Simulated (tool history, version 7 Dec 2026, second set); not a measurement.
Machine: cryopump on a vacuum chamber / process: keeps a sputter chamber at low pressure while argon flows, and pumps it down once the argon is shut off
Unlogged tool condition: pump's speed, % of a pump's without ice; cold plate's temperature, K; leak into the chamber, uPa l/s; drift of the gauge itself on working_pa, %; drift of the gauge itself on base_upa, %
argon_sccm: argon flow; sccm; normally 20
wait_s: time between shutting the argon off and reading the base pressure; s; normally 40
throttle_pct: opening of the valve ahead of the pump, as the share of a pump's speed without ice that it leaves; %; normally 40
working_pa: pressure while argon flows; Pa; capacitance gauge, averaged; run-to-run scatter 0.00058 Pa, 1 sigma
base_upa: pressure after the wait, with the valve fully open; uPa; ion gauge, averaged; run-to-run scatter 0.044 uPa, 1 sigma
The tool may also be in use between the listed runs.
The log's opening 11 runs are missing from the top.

| run | hour | argon_sccm | wait_s | throttle_pct | hours of work since the pump was warmed up and emptied | hours of work since the cold head was overhauled | hours of work since the chamber's fittings were tightened | working_pa | base_upa |
|---|---|---|---|---|---|---|---|---|---|
| 12 | 245.8 | 14 | 40 | 40 | 254 | 604 | 1503 | 0.0568 | 3.41 |
| 13 | 274.8 | 14 | 40 | 40 | 273 | 623 | 1523 | 0.0579 | 3.60 |
| 14 | 290.9 | 14 | 40 | 40 | 284 | 634 | 1533 | 0.0570 | 3.54 |
| 15 | 315.0 | 20 | 40 | 40 | 301 | 651 | 1550 | 0.0827 | 3.60 |
| 16 | 344.3 | 20 | 40 | 29 | 321 | 671 | 1570 | 0.1126 | 3.57 |
| 17 | 369.3 | 20 | 40 | 29 | 338 | 688 | 1587 | 0.1119 | 3.55 |
|  | 378.5 | pump warmed up, emptied and cooled again |
| 18 | 390.2 | 36 | 69 | 29 | 8 | 698 | 1598 | 0.1876 | 2.39 |
| 19 | 402.7 | 36 | 69 | 29 | 17 | 707 | 1606 | 0.1874 | 2.36 |
| 20 | 427.0 | 36 | 69 | 29 | 33 | 724 | 1623 | 0.1860 | 2.36 |
| 21 | 448.5 | 20 | 40 | 35 | 48 | 738 | 1637 | 0.0872 | 3.43 |
| 22 | 477.6 | 20 | 40 | 35 | 68 | 758 | 1657 | 0.0872 | 3.36 |
| 23 | 494.7 | 27 | 20 | 35 | 79 | 770 | 1669 | 0.1182 | 5.80 |
| 24 | 516.8 | 25 | 37 | 50 | 94 | 785 | 1684 | 0.0773 | 3.58 |
| 25 | 538.7 | 25 | 37 | 50 | 109 | 800 | 1699 | 0.0785 | 3.68 |
| 26 | 553.5 | 12 | 36 | 53 | 119 | 810 | 1709 | 0.0348 | 3.72 |
| 27 | 571.1 | 32 | 245 | 20 | 131 | 822 | 1721 | 0.2451 | 1.53 |
| 28 | 583.8 | 32 | 245 | 20 | 140 | 830 | 1730 | 0.2453 | 1.51 |
| 29 | 611.3 | 36 | 29 | 40 | 159 | 849 | 1748 | 0.1400 | 4.39 |
| 30 | 626.4 | 18 | 43 | 22 | 169 | 859 | 1759 | 0.1257 | 3.40 |
| 31 | 654.3 | 18 | 43 | 22 | 188 | 878 | 1778 | 0.1270 | 3.33 |
| 32 | 673.5 | 21 | 120 | 22 | 201 | 891 | 1791 | 0.1479 | 1.98 |
| 33 | 703.5 | 20 | 31 | 40 | 221 | 912 | 1811 | 0.0803 | 4.23 |

Below are 3 alternative next runs, each starting from the tool's condition after run 33. Predict each:
| A | 729.6 | 17 | 70 | 40 | 239 | 930 | 1829 | ? | ? |
| B | 729.6 | 17 | 44 | 40 | 239 | 930 | 1829 | ? | ? |
| C | 729.6 | 15 | 31 | 40 | 239 | 930 | 1829 | ? | ? |

| run | working_pa | base_upa |
|---|---|---|
| A | 0.0681 | 2.60 |
| B | 0.0677 | 3.41 |
| C | 0.0615 | 4.23 |
Stripped of hidden state, with their random variation kept, the same runs would have yielded:
| run | working_pa | base_upa |
|---|---|---|
| A | 0.0633 | 1.59 |
| B | 0.0629 | 2.40 |
| C | 0.0573 | 3.22 |

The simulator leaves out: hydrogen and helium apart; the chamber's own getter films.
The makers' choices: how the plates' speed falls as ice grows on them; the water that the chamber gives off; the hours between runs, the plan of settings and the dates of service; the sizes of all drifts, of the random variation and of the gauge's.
